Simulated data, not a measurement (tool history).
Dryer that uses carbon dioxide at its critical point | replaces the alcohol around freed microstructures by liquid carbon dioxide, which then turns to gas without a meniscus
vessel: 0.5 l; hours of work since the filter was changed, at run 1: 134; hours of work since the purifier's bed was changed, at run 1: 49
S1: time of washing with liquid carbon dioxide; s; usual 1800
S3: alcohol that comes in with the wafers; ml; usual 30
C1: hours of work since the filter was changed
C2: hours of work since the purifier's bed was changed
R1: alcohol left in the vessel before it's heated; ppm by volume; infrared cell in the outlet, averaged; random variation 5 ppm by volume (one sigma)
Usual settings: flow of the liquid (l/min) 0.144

run 1 hour=0.0 | S1=1800 flow_of_the_liquid_(l/min)=0.144 S3=30 | C1=134 C2=49 | R1=49
run 2 hour=9.9 | S1=1800 flow_of_the_liquid_(l/min)=0.108 S3=30 | C1=139 C2=55 | R1=232
run 3 hour=18.8 | S1=1800 flow_of_the_liquid_(l/min)=0.144 S3=30 | C1=143 C2=59 | R1=59
run 4 hour=26.1 | S1=1800 flow_of_the_liquid_(l/min)=0.144 S3=30 | C1=147 C2=63 | R1=51
run 5 hour=35.7 | S1=1800 flow_of_the_liquid_(l/min)=0.144 S3=30 | C1=152 C2=68 | R1=59
run 6 hour=43.2 | S1=1800 flow_of_the_liquid_(l/min)=0.144 S3=71 | C1=156 C2=71 | R1=103
run 7 hour=52.6 | S1=1800 flow_of_the_liquid_(l/min)=0.144 S3=30 | C1=160 C2=76 | R1=60
run 8 hour=66.7 | S1=1800 flow_of_the_liquid_(l/min)=0.144 S3=30 | C1=168 C2=83 | R1=64
run 9 hour=77.4 | S1=1800 flow_of_the_liquid_(l/min)=0.144 S3=30 | C1=173 C2=89 | R1=61
run 10 hour=85.4 | S1=1800 flow_of_the_liquid_(l/min)=0.144 S3=30 | C1=177 C2=93 | R1=69
run 11 hour=99.0 | S1=1260 flow_of_the_liquid_(l/min)=0.144 S3=30 | C1=184 C2=100 | R1=329
run 12 hour=109.9 | S1=1260 flow_of_the_liquid_(l/min)=0.144 S3=30 | C1=190 C2=106 | R1=337
run 13 hour=119.5 | S1=1260 flow_of_the_liquid_(l/min)=0.144 S3=30 | C1=194 C2=110 | R1=337
run 14 hour=127.3 | S1=1800 flow_of_the_liquid_(l/min)=0.144 S3=30 | C1=198 C2=114 | R1=75
run 15 hour=139.1 | S1=1800 flow_of_the_liquid_(l/min)=0.144 S3=30 | C1=204 C2=120 | R1=81
run 16 hour=147.3 | S1=1800 flow_of_the_liquid_(l/min)=0.209 S3=30 | C1=209 C2=125 | R1=46
run 17 hour=157.9 | S1=1800 flow_of_the_liquid_(l/min)=0.231 S3=30 | C1=214 C2=130 | R1=57
run 18 hour=165.8 | S1=1800 flow_of_the_liquid_(l/min)=0.144 S3=33 | C1=218 C2=134 | R1=80
run 19 hour=179.2 | S1=1800 flow_of_the_liquid_(l/min)=0.144 S3=33 | C1=225 C2=141 | R1=88
run 20 hour=188.8 | S1=1800 flow_of_the_liquid_(l/min)=0.144 S3=33 | C1=230 C2=146 | R1=82
run 21 hour=202.9 | S1=1320 flow_of_the_liquid_(l/min)=0.196 S3=30 | C1=237 C2=153 | R1=86
run 22 hour=211.4 | S1=1320 flow_of_the_liquid_(l/min)=0.196 S3=30 | C1=241 C2=157 | R1=94
run 23 hour=222.6 | S1=1800 flow_of_the_liquid_(l/min)=0.144 S3=48 | C1=247 C2=163 | R1=110
run 24 hour=230.5 | S1=1800 flow_of_the_liquid_(l/min)=0.099 S3=30 | C1=251 C2=167 | R1=397
run 25 hour=244.5 | S1=1800 flow_of_the_liquid_(l/min)=0.099 S3=30 | C1=258 C2=174 | R1=424
run 26 hour=255.6 | S1=1860 flow_of_the_liquid_(l/min)=0.239 S3=37 | C1=264 C2=180 | R1=58
run 27 hour=265.4 | S1=1860 flow_of_the_liquid_(l/min)=0.239 S3=37 | C1=269 C2=185 | R1=54
run 28 hour=271.9 | S1=1800 flow_of_the_liquid_(l/min)=0.125 S3=68 | C1=272 C2=188 | R1=281
run 29 hour=285.3 | S1=1800 flow_of_the_liquid_(l/min)=0.125 S3=68 | C1=279 C2=195 | R1=276
run 30 hour=297.1 | S1=1440 flow_of_the_liquid_(l/min)=0.150 S3=23 | C1=285 C2=201 | R1=158
run 31 hour=309.4 | S1=1440 flow_of_the_liquid_(l/min)=0.150 S3=23 | C1=291 C2=207 | R1=165
run 32 hour=324.3 | S1=2700 flow_of_the_liquid_(l/min)=0.091 S3=71 | C1=299 C2=215 | R1=204
run 33 hour=334.7 | S1=1080 flow_of_the_liquid_(l/min)=0.142 S3=25 | C1=304 C2=220 | R1=685
run 34 hour=349.6 | S1=2460 flow_of_the_liquid_(l/min)=0.213 S3=73 | C1=312 C2=228 | R1=80
run 35 hour=364.7 | S1=1620 flow_of_the_liquid_(l/min)=0.089 S3=25 | C1=319 C2=235 | R1=920
run 36 hour=378.6 | S1=1620 flow_of_the_liquid_(l/min)=0.089 S3=25 | C1=326 C2=242 | R1=911
run 37 hour=392.2 | S1=1620 flow_of_the_liquid_(l/min)=0.089 S3=25 | C1=333 C2=249 | R1=914

Forecast each of these 4 alternatives for the next run:
run A hour=398.6 | S1=1800 flow_of_the_liquid_(l/min)=0.147 S3=32 | C1=337 C2=253 | R1=?
run B hour=398.6 | S1=2700 flow_of_the_liquid_(l/min)=0.089 S3=84 | C1=337 C2=253 | R1=?
run C hour=398.6 | S1=1500 flow_of_the_liquid_(l/min)=0.144 S3=30 | C1=337 C2=253 | R1=?
run D hour=398.6 | S1=1560 flow_of_the_liquid_(l/min)=0.217 S3=25 | C1=337 C2=253 | R1=?

run=A R1=126
run=B R1=271
run=C R1=208
run=D R1=91
Without the tool's hidden state the same runs would have given:
run=A R1=30
run=B R1=128
run=C R1=89
run=D R1=5

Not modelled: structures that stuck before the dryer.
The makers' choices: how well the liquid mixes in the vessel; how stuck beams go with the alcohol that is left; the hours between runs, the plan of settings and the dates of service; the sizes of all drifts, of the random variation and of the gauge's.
